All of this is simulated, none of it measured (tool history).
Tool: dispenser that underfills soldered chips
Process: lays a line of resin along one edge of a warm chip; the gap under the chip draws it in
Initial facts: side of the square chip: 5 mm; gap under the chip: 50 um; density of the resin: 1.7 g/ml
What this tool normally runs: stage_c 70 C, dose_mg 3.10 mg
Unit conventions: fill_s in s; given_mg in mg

run 1 day=0.000 | stage_c=70 dose_mg=3.10 | fill_s=21.0 given_mg=3.09
-- day=0.188 new syringe of resin
-- day=0.600 new syringe of resin
run 2 day=0.621 | stage_c=70 dose_mg=3.10 | fill_s=18.4 given_mg=3.07
-- day=1.008 new syringe of resin
run 3 day=1.192 | stage_c=70 dose_mg=3.33 | fill_s=19.2 given_mg=3.29
-- day=1.438 new syringe of resin
-- day=1.838 new syringe of resin
run 4 day=1.838 | stage_c=70 dose_mg=3.33 | fill_s=18.6 given_mg=3.25
run 5 day=2.150 | stage_c=70 dose_mg=3.33 | fill_s=21.3 given_mg=3.26
-- day=2.242 new syringe of resin
-- day=2.658 new syringe of resin
run 6 day=2.662 | stage_c=70 dose_mg=3.33 | fill_s=18.2 given_mg=3.23
-- day=3.062 new syringe of resin
run 7 day=3.283 | stage_c=70 dose_mg=3.10 | fill_s=20.5 given_mg=2.99
-- day=3.458 new syringe of resin
run 8 day=3.658 | stage_c=70 dose_mg=3.10 | fill_s=20.5 given_mg=2.99
-- day=3.888 new syringe of resin
run 9 day=4.217 | stage_c=73 dose_mg=3.10 | fill_s=20.0 given_mg=2.96
-- day=4.321 new syringe of resin
-- day=4.712 new syringe of resin
run 10 day=4.712 | stage_c=73 dose_mg=3.31 | fill_s=16.7 given_mg=3.16
-- day=5.108 new syringe of resin
run 11 day=5.208 | stage_c=73 dose_mg=3.31 | fill_s=16.6 given_mg=3.11
-- day=5.508 new syringe of resin
run 12 day=5.671 | stage_c=75 dose_mg=3.31 | fill_s=17.1 given_mg=3.15
-- day=5.942 new syringe of resin
run 13 day=6.075 | stage_c=75 dose_mg=3.31 | fill_s=16.6 given_mg=3.12
-- day=6.338 new syringe of resin
run 14 day=6.675 | stage_c=75 dose_mg=3.31 | fill_s=18.7 given_mg=3.06
-- day=6.738 new syringe of resin
-- day=7.121 new syringe of resin
run 15 day=7.238 | stage_c=75 dose_mg=3.31 | fill_s=16.4 given_mg=3.04
-- day=7.529 new syringe of resin
run 16 day=7.671 | stage_c=72 dose_mg=3.10 | fill_s=19.3 given_mg=2.83
-- day=7.962 new syringe of resin
run 17 day=8.254 | stage_c=72 dose_mg=3.12 | fill_s=21.2 given_mg=2.85
-- day=8.354 new syringe of resin
run 18 day=8.583 | stage_c=70 dose_mg=3.24 | fill_s=21.7 given_mg=2.95
-- day=8.754 new syringe of resin
-- day=8.938 dispensing valve cleaned and set on the balance
-- day=9.192 new syringe of resin
run 19 day=9.212 | stage_c=60 dose_mg=3.83 | fill_s=28.2 given_mg=3.84
run 20 day=9.529 | stage_c=75 dose_mg=3.25 | fill_s=19.0 given_mg=3.23
-- day=9.575 new syringe of resin
-- day=10.012 new syringe of resin
run 21 day=10.125 | stage_c=78 dose_mg=3.97 | fill_s=14.8 given_mg=3.93

Predict the results of run 22:
-- day=10.400 new syringe of resin
run 22 day=10.400 | stage_c=60 dose_mg=3.10 | fill_s=? given_mg=?

Run 22 gave fill_s 28.4 s, given_mg 3.06 mg.
Were there no unlogged condition in the tool, this run, its random variation unchanged, would have produced fill_s 24.9 s, given_mg 3.10 mg.
